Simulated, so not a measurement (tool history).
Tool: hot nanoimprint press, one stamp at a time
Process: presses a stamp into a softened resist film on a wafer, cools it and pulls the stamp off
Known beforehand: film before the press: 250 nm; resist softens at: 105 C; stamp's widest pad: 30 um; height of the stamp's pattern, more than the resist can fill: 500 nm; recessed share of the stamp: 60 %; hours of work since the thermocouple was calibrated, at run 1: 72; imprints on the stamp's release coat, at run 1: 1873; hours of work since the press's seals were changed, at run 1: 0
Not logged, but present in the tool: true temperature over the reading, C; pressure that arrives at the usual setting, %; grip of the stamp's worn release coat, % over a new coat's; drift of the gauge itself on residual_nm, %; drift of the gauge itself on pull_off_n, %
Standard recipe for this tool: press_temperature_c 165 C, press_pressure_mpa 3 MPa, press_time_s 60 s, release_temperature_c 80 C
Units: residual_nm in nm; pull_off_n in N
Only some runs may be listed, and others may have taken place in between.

run	hour	press_temperature_c	press_pressure_mpa	press_time_s	release_temperature_c	hours of work since the thermocouple was calibrated	imprints on the stamp's release coat	hours of work since the press's seals were changed	residual_nm	pull_off_n
1	0	165	3	60	80	72	1873	0	147	264
2	49.5	165	3	60	80	106	2075	35	146.4	258
# hour 78.7: stamp cleaned and given a new release coat
3	89.9	165	3	63	80	130	46	59	144.6	172
4	160.5	165	3	60	73	180	333	108	145.5	203
5	208.9	169	3	60	73	214	530	142	125.9	210
6	282.8	165	3	60	80	265	831	194	146	206
7	336.6	165	3	60	80	303	1050	231	146.1	217
8	403.8	165	3	60	80	350	1324	278	143.7	229
9	451.9	155	3	60	80	384	1520	312	201.5	244
10	486	165	3	60	80	408	1658	336	144.5	241
11	521.8	165	3	60	80	433	1804	361	144.6	250
12	564.2	165	3.83	60	80	462	1977	391	127.3	264
# hour 624.1: stamp cleaned and given a new release coat
13	649.3	165	3.9	60	80	518	103	446	126.7	167
# hour 728.3: plate thermocouple calibrated
14	728.3	165	3.9	60	80	0	412	499	124.9	173
15	805.6	166	3	60	80	54	727	553	136.3	189
16	854	168	2.32	60	80	88	924	587	142.5	202
# hour 880.6: plate thermocouple calibrated, once more
# hour 899: press's hydraulic seals changed and the load cell set to zero
17	946	171	2.37	43	83	40	1254	33	147.4	213
18	1007.9	160	3	60	71	83	1506	76	176.7	288
19	1042.8	160	3	60	71	108	1648	101	177.6	287
20	1110	165	3	98	80	155	1921	148	128.8	266
# hour 1180.8: stamp cleaned and given a new release coat
21	1184.7	164	2.66	60	72	203	16	196	161.4	193
22	1222	175	3	60	67	229	168	222	100	219
23	1303.2	175	3	60	67	286	499	279	100	245
24	1363.3	175	4.44	60	83	328	743	321	78.5	191
25	1420.4	175	4.44	60	83	368	976	361	79.4	195
26	1488.1	176	3	38	80	415	1251	408	111.2	214
27	1561.5	162	4.24	60	80	467	1550	459	138.8	237
28	1595.5	159	4.24	60	80	490	1689	483	156.5	253
29	1638.6	165	2.1	93	80	521	1864	513	150.4	256
30	1685.5	165	2.1	93	80	553	2055	546	150.4	260

A few steps of residual_nm between consecutive runs. Split each: what settings, incoming material and random variation would produce without the hidden state, and what is left over for the hidden state, along with gauge scatter present in only one of the two compared results (measured, and without hidden state):
Run 8 -> 9: press_temperature_c 165 -> 155. residual_nm +57.8 nm: hidden state +0, all else +57.8.
Run 9 -> 10: press_temperature_c 155 -> 165. residual_nm -57 nm: hidden state -0.4, all else -56.6.
Run 13 -> 14: plate thermocouple calibrated. residual_nm -1.8 nm: hidden state -2.2, all else +0.4.
Run 16 -> 17: press_temperature_c 168 -> 171, press_pressure_mpa 2.32 -> 2.37, press_time_s 60 -> 43, release_temperature_c 80 -> 83, plate thermocouple calibrated, once more, press's hydraulic seals changed and the load cell set to zero. residual_nm +4.9 nm: hidden state +8.6, all else -3.7.
Run 21 -> 22: press_temperature_c 164 -> 175, press_pressure_mpa 2.66 -> 3, release_temperature_c 72 -> 67. residual_nm -61.4 nm: hidden state +0.6, all else -62.
Run 28 -> 29: press_temperature_c 159 -> 165, press_pressure_mpa 4.24 -> 2.1, press_time_s 60 -> 93. residual_nm -6.1 nm: hidden state -1.6, all else -4.5.

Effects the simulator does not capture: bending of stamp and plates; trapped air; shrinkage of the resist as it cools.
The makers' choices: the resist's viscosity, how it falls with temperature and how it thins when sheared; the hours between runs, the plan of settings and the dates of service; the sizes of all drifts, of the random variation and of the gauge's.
